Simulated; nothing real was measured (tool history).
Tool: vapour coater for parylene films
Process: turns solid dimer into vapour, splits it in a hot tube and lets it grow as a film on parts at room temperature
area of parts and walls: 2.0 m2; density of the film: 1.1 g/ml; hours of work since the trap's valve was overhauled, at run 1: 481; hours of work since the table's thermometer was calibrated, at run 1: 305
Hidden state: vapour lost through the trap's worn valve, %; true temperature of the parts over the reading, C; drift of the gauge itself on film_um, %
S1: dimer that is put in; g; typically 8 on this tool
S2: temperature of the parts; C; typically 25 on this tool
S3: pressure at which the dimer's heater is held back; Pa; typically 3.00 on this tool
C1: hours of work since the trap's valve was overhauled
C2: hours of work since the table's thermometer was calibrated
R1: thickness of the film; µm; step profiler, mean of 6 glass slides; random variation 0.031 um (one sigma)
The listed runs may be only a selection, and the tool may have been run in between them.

{"run": 1, "day": 0.0, "S1": 8, "S2": 25, "S3": 3.0, "C1": 481, "C2": 305, "R1": 2.76}
{"run": 2, "day": 0.667, "S1": 4, "S2": 25, "S3": 3.0, "C1": 490, "C2": 314, "R1": 1.37}
{"run": 3, "day": 1.358, "S1": 4, "S2": 33, "S3": 3.0, "C1": 500, "C2": 324, "R1": 0.98}
{"run": 4, "day": 1.804, "S1": 4, "S2": 33, "S3": 3.0, "C1": 506, "C2": 330, "R1": 1.0}
{"run": 5, "day": 2.442, "S1": 4, "S2": 33, "S3": 3.0, "C1": 515, "C2": 339, "R1": 1.0}
{"run": 6, "day": 3.104, "S1": 4, "S2": 33, "S3": 3.0, "C1": 525, "C2": 348, "R1": 0.94}
{"run": 7, "day": 3.733, "S1": 4, "S2": 26, "S3": 3.44, "C1": 533, "C2": 357, "R1": 1.26}
{"run": 8, "day": 4.075, "S1": 4, "S2": 26, "S3": 3.44, "C1": 538, "C2": 362, "R1": 1.27}
{"run": 9, "day": 4.379, "S1": 4, "S2": 26, "S3": 3.44, "C1": 542, "C2": 366, "R1": 1.24}
{"run": 10, "day": 5.062, "S1": 12, "S2": 25, "S3": 10.75, "C1": 552, "C2": 376, "R1": 3.3}
{"run": 11, "day": 5.762, "S1": 11, "S2": 34, "S3": 4.36, "C1": 562, "C2": 386, "R1": 2.4}

Alternative continuations, all from the tool just after run 11; predict every row:
{"run": "A", "day": 6.375, "S1": 8, "S2": 29, "S3": 3.0, "C1": 570, "C2": 394, "R1": "?"}
{"run": "B", "day": 6.375, "S1": 8, "S2": 36, "S3": 4.72, "C1": 570, "C2": 394, "R1": "?"}
{"run": "C", "day": 6.375, "S1": 4, "S2": 25, "S3": 7.34, "C1": 570, "C2": 394, "R1": "?"}
{"run": "D", "day": 6.375, "S1": 11, "S2": 34, "S3": 4.54, "C1": 570, "C2": 394, "R1": "?"}

run=A R1=2.27
run=B R1=1.60
run=C R1=1.15
run=D R1=2.36
With the hidden condition removed and each run's random variation left untouched, the same runs would have given:
run=A R1=2.65
run=B R1=1.87
run=C R1=1.34
run=D R1=2.76
